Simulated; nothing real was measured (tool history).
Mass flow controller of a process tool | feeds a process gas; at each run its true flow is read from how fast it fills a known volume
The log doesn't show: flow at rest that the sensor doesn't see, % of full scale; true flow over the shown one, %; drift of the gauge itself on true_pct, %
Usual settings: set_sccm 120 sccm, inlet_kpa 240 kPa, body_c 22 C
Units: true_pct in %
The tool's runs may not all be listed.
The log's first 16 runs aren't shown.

run     day  set_sccm  inlet_kpa  body_c  hours of work since the controller was set to zero  hours of work since the controller was changed  true_pct
 17  45.254       120        240      31                                                2242                                            2242     99.77
 18  48.412       153        240      22                                                2278                                            2278     99.81
 19  50.654       153        240      22                                                2303                                            2303     99.78
 20  53.467        40        240      37                                                2334                                            2334     99.13
 21  55.096        40        240      37                                                2353                                            2353     99.29
 22  58.508        23        231      37                                                2391                                            2391     98.96
 23  62.258        23        231      37                                                2433                                            2433     99.06
 24  65.012       130        240      22                                                2463                                            2463     99.81

Run 25 comes next. What will it give?
 25  66.696        43        195      22                                                2482                                            2482         ?

{"run 25": {"true_pct": 98.46}}
Without the tool's hidden state the same run would have given true_pct 97.12 %.
